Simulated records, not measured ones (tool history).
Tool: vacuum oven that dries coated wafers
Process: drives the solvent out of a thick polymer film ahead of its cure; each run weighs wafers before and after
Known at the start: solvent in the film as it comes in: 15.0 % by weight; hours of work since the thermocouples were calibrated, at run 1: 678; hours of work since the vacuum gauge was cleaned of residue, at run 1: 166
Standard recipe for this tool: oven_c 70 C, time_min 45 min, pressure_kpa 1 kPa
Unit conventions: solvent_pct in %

run	day	oven_c	time_min	pressure_kpa	hours of work since the thermocouples were calibrated	hours of work since the vacuum gauge was cleaned of residue	solvent_pct
1	0	70	45	1	678	166	1.55
2	0.612	70	45	1	687	175	1.62
3	1.05	70	45	0.66	693	181	1.46
4	1.488	66	45	0.66	700	188	2.06
5	1.962	70	45	1	707	195	1.55
6	2.421	70	45	1	714	202	1.61
7	2.954	70	45	1	722	210	1.49
8	3.312	70	45	1	727	215	1.56
9	3.933	70	45	1	736	224	1.61
10	4.533	70	45	1	745	233	1.63
11	4.812	58	45	1	749	237	4.11
12	5.212	70	22	1	755	243	4.24
13	5.567	70	22	3.19	760	248	4.95
14	5.967	70	22	3.19	766	254	4.92
15	6.288	70	22	3.19	771	259	4.97
16	6.904	70	45	1	780	268	1.65
17	7.371	70	45	2.91	787	275	2.5
18	7.867	70	45	2.91	794	282	2.44
19	8.417	70	63	1	802	291	0.91
20	8.792	70	63	1	808	296	1.03
21	9.412	64	27	1	817	305	4.8
22	9.725	59	55	0.99	822	310	3.13
23	10.238	59	55	0.99	829	318	3.08
24	10.617	68	33	1.5	835	323	3.25
25	11.017	77	33	1.5	841	329	1.47
26	11.675	77	33	1.5	851	339	1.56
27	12.312	77	33	1.5	860	348	1.59
28	12.758	77	33	1.5	867	355	1.7
29	13.258	63	34	3.14	874	362	5.13
30	13.742	62	33	3.14	881	369	5.37
31	14.025	62	33	3.14	886	374	5.65
32	14.358	71	41	1	890	379	1.81
33	15.004	58	36	1	900	388	5.08
34	15.383	58	36	1	906	394	5
35	15.958	62	32	0.59	914	402	4.3
36	16.338	70	25	0.64	920	408	3.56
37	16.879	67	39	3.68	928	416	3.83
38	17.204	77	35	2.1	933	421	1.58

Branching from run 38: 3 alternative next runs. What would each branch give?
A	17.804	59	45	1	942	430	?
B	17.804	83	55	2.1	942	430	?
C	17.804	72	35	2.1	942	430	?

run	solvent_pct
A	3.94
B	0.62
C	2.43
With no hidden state in the tool, these same runs would have given:
run	solvent_pct
A	3.44
B	0.52
C	2.08

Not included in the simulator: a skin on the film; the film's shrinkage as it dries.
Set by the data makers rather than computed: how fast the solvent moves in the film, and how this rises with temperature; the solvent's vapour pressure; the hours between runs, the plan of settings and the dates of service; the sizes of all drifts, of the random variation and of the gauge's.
